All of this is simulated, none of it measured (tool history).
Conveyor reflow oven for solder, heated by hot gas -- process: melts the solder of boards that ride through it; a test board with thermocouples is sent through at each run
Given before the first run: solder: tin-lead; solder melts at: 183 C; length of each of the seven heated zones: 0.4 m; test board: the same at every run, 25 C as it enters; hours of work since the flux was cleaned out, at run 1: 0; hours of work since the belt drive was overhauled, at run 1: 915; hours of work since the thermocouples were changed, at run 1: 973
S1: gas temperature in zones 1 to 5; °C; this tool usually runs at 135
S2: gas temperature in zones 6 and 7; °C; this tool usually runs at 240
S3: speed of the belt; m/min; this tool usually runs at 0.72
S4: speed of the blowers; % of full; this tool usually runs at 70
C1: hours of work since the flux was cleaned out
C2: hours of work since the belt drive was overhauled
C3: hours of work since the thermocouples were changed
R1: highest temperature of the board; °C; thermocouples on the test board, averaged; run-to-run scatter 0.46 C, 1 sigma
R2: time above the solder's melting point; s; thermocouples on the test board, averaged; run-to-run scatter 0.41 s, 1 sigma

run	hour	S1	S2	S3	S4	C1	C2	C3	R1	R2
1	0	135	240	0.72	70	0	915	973	223.9	53.8
2	35.1	135	240	0.72	70	24	939	997	222.7	53.9
3	78.9	135	240	0.72	70	54	969	1027	222.6	53.7
4	115.6	135	240	0.72	82	79	994	1052	226.3	55.4
5	162.6	135	240	0.72	58	111	1026	1084	220	50.9
6	200.5	135	240	0.72	58	137	1052	1110	218.9	50.7
7	243.1	135	240	0.72	58	166	1081	1139	218.7	50.5
8	268.6	135	240	0.72	58	183	1099	1157	218.6	50.5
9	292.8	135	240	0.72	58	199	1115	1173	219	50.2
# hour 312.6: thermocouples of zones 6 and 7 changed
10	318	135	240	0.72	70	215	1131	4	223.8	53.7
11	351.7	135	240	0.72	70	238	1154	27	223.7	54.3
12	385.1	135	240	0.658	70	261	1176	49	225.8	61.2
13	423.2	135	240	0.72	70	287	1203	75	222.7	53.2
# hour 468.4: belt drive overhauled, speed set with a stopwatch
14	472.5	135	240	0.787	70	318	3	106	219.4	45.2

Run 15 is up next; what results do you expect?
15	501.6	135	240	0.787	70	338	23	126	?	?

Run 15 produced R1 218.9 °C, R2 45.1 s.
The same run, on a tool lacking any hidden state, would have yielded R1 221.8 °C, R2 47.2 s.

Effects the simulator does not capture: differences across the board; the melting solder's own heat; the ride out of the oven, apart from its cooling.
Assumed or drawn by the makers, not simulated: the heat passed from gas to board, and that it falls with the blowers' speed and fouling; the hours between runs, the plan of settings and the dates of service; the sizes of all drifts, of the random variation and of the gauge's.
